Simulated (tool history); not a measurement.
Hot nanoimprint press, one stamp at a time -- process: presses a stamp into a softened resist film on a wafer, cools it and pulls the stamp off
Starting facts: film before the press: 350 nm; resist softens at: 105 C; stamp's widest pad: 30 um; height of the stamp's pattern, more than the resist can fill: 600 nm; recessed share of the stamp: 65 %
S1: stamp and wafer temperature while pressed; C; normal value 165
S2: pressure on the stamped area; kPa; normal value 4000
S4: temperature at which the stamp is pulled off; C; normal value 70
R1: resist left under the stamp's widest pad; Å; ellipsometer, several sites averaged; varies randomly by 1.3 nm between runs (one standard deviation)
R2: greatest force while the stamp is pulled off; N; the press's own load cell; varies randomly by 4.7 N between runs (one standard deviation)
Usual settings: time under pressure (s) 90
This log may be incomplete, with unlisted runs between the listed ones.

run 1 hour=0.0 | S1=165 S2=4000 time_under_pressure_(s)=90 S4=70 | R1=2090 R2=287
run 2 hour=85.1 | S1=165 S2=4600 time_under_pressure_(s)=90 S4=70 | R1=2018 R2=299
run 3 hour=154.3 | S1=166 S2=4000 time_under_pressure_(s)=90 S4=70 | R1=2033 R2=292
-- hour=200.9 stamp cleaned and given a new release coat
run 4 hour=226.6 | S1=166 S2=4000 time_under_pressure_(s)=90 S4=70 | R1=2039 R2=233
run 5 hour=266.0 | S1=167 S2=4000 time_under_pressure_(s)=90 S4=70 | R1=1921 R2=241
run 6 hour=327.0 | S1=167 S2=4000 time_under_pressure_(s)=90 S4=70 | R1=1961 R2=240
run 7 hour=405.9 | S1=176 S2=4000 time_under_pressure_(s)=90 S4=70 | R1=1247 R2=258
run 8 hour=477.7 | S1=176 S2=4000 time_under_pressure_(s)=90 S4=70 | R1=1241 R2=249

What will run 9 give?
run 9 hour=528.9 | S1=165 S2=3970 time_under_pressure_(s)=57 S4=70 | R1=? R2=?

Logged for run 9: R1 2512 Å, R2 264 N.
Without the tool's hidden state the same run would have given R1 2338 Å, R2 229 N.
